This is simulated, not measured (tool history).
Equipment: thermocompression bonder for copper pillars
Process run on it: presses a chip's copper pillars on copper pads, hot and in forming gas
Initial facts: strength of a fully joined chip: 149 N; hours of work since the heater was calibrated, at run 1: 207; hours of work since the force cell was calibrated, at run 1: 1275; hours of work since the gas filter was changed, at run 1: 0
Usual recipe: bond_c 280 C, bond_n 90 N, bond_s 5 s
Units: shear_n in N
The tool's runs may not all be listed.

run	hour	bond_c	bond_n	bond_s	hours of work since the heater was calibrated	hours of work since the force cell was calibrated	hours of work since the gas filter was changed	shear_n
1	0	280	90	5	207	1275	0	80.4
2	63.7	280	90	5	239	1307	32	80.3
3	122.4	280	90	5	268	1336	61	79.7
4	195	280	90	5	304	1372	97	79.9
5	231.6	280	90	5	323	1390	115	80.2
6	271	280	90	5	342	1410	135	80.8
7	359.5	280	90	5	386	1454	179	80.4
# hour 407: forming gas filter changed
8	425.2	280	90	5	419	1486	9	80
9	509.1	280	90	5	460	1528	51	80.2
10	555.2	280	90	5	483	1551	74	80.6
11	643	280	90	5	527	1594	117	80.7
12	691	280	90	3	551	1618	141	66.7
13	781.7	280	90	5	596	1663	186	79.7
# hour 812.5: forming gas filter changed
14	841.9	280	90	5	626	1693	15	80.1
15	910.3	280	90	5	659	1727	49	80.1
# hour 994.9: force cell calibrated
16	998.6	280	90	5	703	2	92	80.3
17	1067.7	256	79	12	737	36	126	74.9
18	1144.3	256	79	12	775	74	164	75
# hour 1218.6: forming gas filter changed
19	1231.8	307	90	5	818	118	7	104.2
20	1269.9	281	74	5	837	136	25	71.5
21	1352.9	280	70	4	879	178	67	63.8
22	1426.2	280	70	4	915	214	103	63.7
23	1465.3	280	90	14	934	234	123	107.2
# hour 1496.9: heater calibrated with a thermocouple chip
24	1516.6	290	90	8	10	258	147	101.9
25	1585.8	280	90	9	44	293	182	94.8
# hour 1627.3: forming gas filter changed
26	1639.9	296	90	9	71	319	6	108
27	1680.4	296	90	4	91	339	26	86.9
28	1762.8	280	92	3	132	380	67	66.4
29	1844.3	307	92	11	172	421	108	121.4
30	1891.1	306	117	4	196	444	131	107
31	1974.7	306	117	4	237	486	173	106.6

Here are 4 independent what-if runs from the current tool condition. What would each one return?
A	2016.6	293	61	3	258	506	194	?
B	2016.6	306	117	9	258	506	194	?
C	2016.6	283	90	8	258	506	194	?
D	2016.6	284	65	3	258	506	194	?

run	shear_n
A	60.6
B	125.3
C	94.2
D	56.9
Stripped of hidden state, with their random variation kept, the same runs would have yielded:
run	shear_n
A	62.1
B	128.5
C	96.6
D	58.3
